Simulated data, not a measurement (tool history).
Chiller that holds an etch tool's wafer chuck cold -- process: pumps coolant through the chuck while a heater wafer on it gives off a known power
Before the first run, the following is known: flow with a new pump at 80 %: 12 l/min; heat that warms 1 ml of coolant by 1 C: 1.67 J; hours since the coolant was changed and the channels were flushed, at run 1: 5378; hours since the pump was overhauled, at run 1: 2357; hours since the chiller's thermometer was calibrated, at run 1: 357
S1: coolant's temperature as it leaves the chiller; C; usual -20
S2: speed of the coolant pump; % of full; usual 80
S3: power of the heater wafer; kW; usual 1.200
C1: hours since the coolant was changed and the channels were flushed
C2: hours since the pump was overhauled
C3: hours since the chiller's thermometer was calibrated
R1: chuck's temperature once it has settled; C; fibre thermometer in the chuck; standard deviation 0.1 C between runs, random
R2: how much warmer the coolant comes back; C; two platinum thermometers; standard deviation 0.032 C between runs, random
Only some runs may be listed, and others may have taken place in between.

{"run": 1, "day": 0.0, "S1": -20, "S2": 80, "S3": 1.2, "C1": 5378, "C2": 2357, "C3": 357, "R1": -3.0, "R2": 3.72}
{"run": 2, "day": 2.529, "S1": -20, "S2": 70, "S3": 1.2, "C1": 5438, "C2": 2418, "C3": 417, "R1": -1.6, "R2": 4.25}
{"run": 3, "day": 5.467, "S1": -24, "S2": 80, "S3": 1.2, "C1": 5509, "C2": 2488, "C3": 488, "R1": -6.9, "R2": 3.77}
{"run": 4, "day": 7.867, "S1": -24, "S2": 80, "S3": 1.2, "C1": 5566, "C2": 2546, "C3": 545, "R1": -6.9, "R2": 3.73}
{"run": 5, "day": 9.233, "S1": -20, "S2": 80, "S3": 0.701, "C1": 5599, "C2": 2579, "C3": 578, "R1": -10.1, "R2": 2.16}
{"run": 6, "day": 11.438, "S1": -20, "S2": 80, "S3": 1.2, "C1": 5652, "C2": 2632, "C3": 631, "R1": -2.9, "R2": 3.71}
{"run": 7, "day": 13.525, "S1": -20, "S2": 80, "S3": 1.2, "C1": 5702, "C2": 2682, "C3": 681, "R1": -2.6, "R2": 3.73}
{"run": 8, "day": 15.121, "S1": -20, "S2": 80, "S3": 1.2, "C1": 5740, "C2": 2720, "C3": 719, "R1": -2.7, "R2": 3.75}
{"run": 9, "day": 18.217, "S1": -20, "S2": 80, "S3": 1.2, "C1": 5815, "C2": 2794, "C3": 794, "R1": -2.9, "R2": 3.69}
{"run": 10, "day": 19.746, "S1": -20, "S2": 80, "S3": 1.2, "C1": 5852, "C2": 2831, "C3": 830, "R1": -2.9, "R2": 3.68}
{"run": 11, "day": 22.342, "S1": -20, "S2": 89, "S3": 1.2, "C1": 5914, "C2": 2893, "C3": 893, "R1": -3.7, "R2": 3.42}
{"run": 12, "day": 24.617, "S1": -20, "S2": 89, "S3": 1.2, "C1": 5968, "C2": 2948, "C3": 947, "R1": -4.0, "R2": 3.32}
{"run": 13, "day": 27.55, "S1": -20, "S2": 89, "S3": 1.2, "C1": 6039, "C2": 3018, "C3": 1018, "R1": -3.7, "R2": 3.36}
{"run": 14, "day": 29.579, "S1": -20, "S2": 80, "S3": 1.2, "C1": 6087, "C2": 3067, "C3": 1066, "R1": -2.7, "R2": 3.77}
{"run": 15, "day": 31.125, "S1": -20, "S2": 80, "S3": 1.2, "C1": 6125, "C2": 3104, "C3": 1104, "R1": -2.4, "R2": 3.71}
{"run": 16, "day": 33.025, "S1": -20, "S2": 80, "S3": 1.2, "C1": 6170, "C2": 3150, "C3": 1149, "R1": -2.6, "R2": 3.72}
{"run": 17, "day": 34.896, "S1": -20, "S2": 61, "S3": 1.735, "C1": 6215, "C2": 3195, "C3": 1194, "R1": 9.4, "R2": 7.13}
{"run": 18, "day": 36.312, "S1": -20, "S2": 61, "S3": 1.735, "C1": 6249, "C2": 3229, "C3": 1228, "R1": 9.5, "R2": 7.12}
{"run": 19, "day": 37.662, "S1": -20, "S2": 61, "S3": 1.735, "C1": 6281, "C2": 3261, "C3": 1260, "R1": 9.4, "R2": 7.15}
{"run": 20, "day": 39.317, "S1": -15, "S2": 68, "S3": 0.758, "C1": 6321, "C2": 3301, "C3": 1300, "R1": -2.6, "R2": 2.75}
{"day": 40.3, "done": "coolant changed, channels flushed"}
{"run": 21, "day": 41.667, "S1": -15, "S2": 68, "S3": 0.758, "C1": 33, "C2": 3351, "C3": 1351, "R1": -4.0, "R2": 2.79}
{"run": 22, "day": 43.404, "S1": -27, "S2": 64, "S3": 1.159, "C1": 75, "C2": 3393, "C3": 1392, "R1": -9.6, "R2": 4.49}
{"run": 23, "day": 45.775, "S1": -27, "S2": 77, "S3": 0.817, "C1": 131, "C2": 3450, "C3": 1449, "R1": -15.9, "R2": 2.67}
{"run": 24, "day": 47.892, "S1": -12, "S2": 80, "S3": 1.445, "C1": 182, "C2": 3501, "C3": 1500, "R1": 7.1, "R2": 4.57}
{"run": 25, "day": 50.929, "S1": -12, "S2": 80, "S3": 1.445, "C1": 255, "C2": 3574, "C3": 1573, "R1": 7.1, "R2": 4.49}
{"run": 26, "day": 53.333, "S1": -30, "S2": 66, "S3": 0.957, "C1": 313, "C2": 3631, "C3": 1631, "R1": -15.7, "R2": 3.6}
{"run": 27, "day": 54.617, "S1": -30, "S2": 66, "S3": 0.957, "C1": 344, "C2": 3662, "C3": 1661, "R1": -15.8, "R2": 3.64}
{"run": 28, "day": 57.092, "S1": -14, "S2": 66, "S3": 0.957, "C1": 403, "C2": 3721, "C3": 1721, "R1": 0.3, "R2": 3.69}
{"run": 29, "day": 58.646, "S1": -18, "S2": 91, "S3": 0.901, "C1": 440, "C2": 3759, "C3": 1758, "R1": -6.9, "R2": 2.46}
{"run": 30, "day": 60.938, "S1": -20, "S2": 73, "S3": 1.2, "C1": 495, "C2": 3814, "C3": 1813, "R1": -3.1, "R2": 4.2}
{"run": 31, "day": 63.692, "S1": -25, "S2": 99, "S3": 1.2, "C1": 561, "C2": 3880, "C3": 1879, "R1": -10.9, "R2": 3.06}

Below are 4 alternative next runs, each starting from the tool's condition after run 31. Predict each:
{"run": "A", "day": 66.042, "S1": -29, "S2": 69, "S3": 1.2, "C1": 618, "C2": 3936, "C3": 1936, "R1": "?", "R2": "?"}
{"run": "B", "day": 66.042, "S1": -18, "S2": 80, "S3": 1.2, "C1": 618, "C2": 3936, "C3": 1936, "R1": "?", "R2": "?"}
{"run": "C", "day": 66.042, "S1": -20, "S2": 99, "S3": 1.2, "C1": 618, "C2": 3936, "C3": 1936, "R1": "?", "R2": "?"}
{"run": "D", "day": 66.042, "S1": -25, "S2": 99, "S3": 0.75, "C1": 618, "C2": 3936, "C3": 1936, "R1": "?", "R2": "?"}

run=A R1=-11.5 R2=4.34
run=B R1=-1.8 R2=3.79
run=C R1=-5.7 R2=3.12
run=D R1=-16.1 R2=1.93
The same runs, with their run-to-run variation unchanged, on a tool lacking any hidden condition would have given:
run=A R1=-12.4 R2=4.10
run=B R1=-2.6 R2=3.59
run=C R1=-6.5 R2=2.96
run=D R1=-16.6 R2=1.82
